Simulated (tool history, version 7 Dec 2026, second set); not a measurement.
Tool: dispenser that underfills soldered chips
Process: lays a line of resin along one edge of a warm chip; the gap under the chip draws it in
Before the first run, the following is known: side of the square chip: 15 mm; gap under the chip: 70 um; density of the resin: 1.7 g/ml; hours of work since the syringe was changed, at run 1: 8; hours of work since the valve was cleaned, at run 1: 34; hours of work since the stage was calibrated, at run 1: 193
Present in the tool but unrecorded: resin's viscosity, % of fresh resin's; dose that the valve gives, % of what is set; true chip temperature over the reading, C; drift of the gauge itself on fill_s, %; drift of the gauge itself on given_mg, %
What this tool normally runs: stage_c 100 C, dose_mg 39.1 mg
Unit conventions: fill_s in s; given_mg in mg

run	hour	stage_c	dose_mg	hours of work since the syringe was changed	hours of work since the valve was cleaned	hours of work since the stage was calibrated	fill_s	given_mg
1	0	100	39.1	8	34	193	85.4	37.81
# hour 2.6: new syringe of resin
2	6.2	96	39.1	2	38	197	77	37.89
3	9.9	96	44.7	5	40	200	86.4	43.24
4	13.4	96	37.3	7	43	202	102.2	36.01
# hour 17.1: new syringe of resin
5	18.6	100	39.1	1	46	205	60.4	37.87
6	24.5	100	39.1	5	50	209	73.2	37.52
7	30.6	100	39.1	9	54	213	89.4	37.26
# hour 31.4: new syringe of resin
8	37.5	100	39.1	4	59	218	69.3	37.34
9	40.9	87	39.1	6	61	220	144.5	37.07
# hour 45.7: new syringe of resin
10	46.2	100	39.1	0	64	224	57.7	36.93
11	49.8	100	39.1	3	67	226	64.4	37.3
12	56.7	100	39.1	7	72	231	79.9	36.74
# hour 60.2: new syringe of resin
# hour 64.8: dispensing valve cleaned and set on the balance
13	65	100	39.1	3	0	236	65.1	38.98
14	68.3	100	39.1	5	2	238	70.8	39.12
15	72.3	100	39.1	8	5	240	81.7	38.92
# hour 75.3: new syringe of resin
16	79.8	94	36.3	3	10	245	86.9	36.04
17	84.1	101	34.8	6	13	248	76.4	34.45
# hour 89.8: new syringe of resin
18	91.3	99	39.2	1	18	253	62.6	38.58
19	95	100	43	4	20	255	66.6	42.44
20	102.4	106	36.2	9	25	260	67.5	35.72
# hour 104.5: new syringe of resin
21	108	106	36.2	2	29	264	50.5	35.45
22	114.9	106	36.2	7	33	269	62.3	35.22
# hour 119.1: new syringe of resin
23	119.7	93	36.2	0	36	272	82.6	35.08
24	124.8	97	39.1	4	40	275	81	37.85
25	131.6	97	39.1	8	45	280	101	37.69
# hour 133.7: new syringe of resin
26	135.5	107	37.5	1	47	282	45.1	36.35

4 ways to go on from here, each from the tool as it stands after run 26. What would each give?
A	138.7	102	39.1	3	49	285	?	?
B	138.7	100	36.8	3	49	285	?	?
C	138.7	100	50.4	3	49	285	?	?
D	138.7	97	42.2	3	49	285	?	?

run	fill_s	given_mg
A	61.6	37.37
B	68.6	35.37
C	65.8	48.19
D	77	40.68
Stripped of hidden state, with their random variation kept, the same runs would have yielded:
run	fill_s	given_mg
A	48.8	38.87
B	54.2	36.79
C	52.4	50.13
D	61	42.31

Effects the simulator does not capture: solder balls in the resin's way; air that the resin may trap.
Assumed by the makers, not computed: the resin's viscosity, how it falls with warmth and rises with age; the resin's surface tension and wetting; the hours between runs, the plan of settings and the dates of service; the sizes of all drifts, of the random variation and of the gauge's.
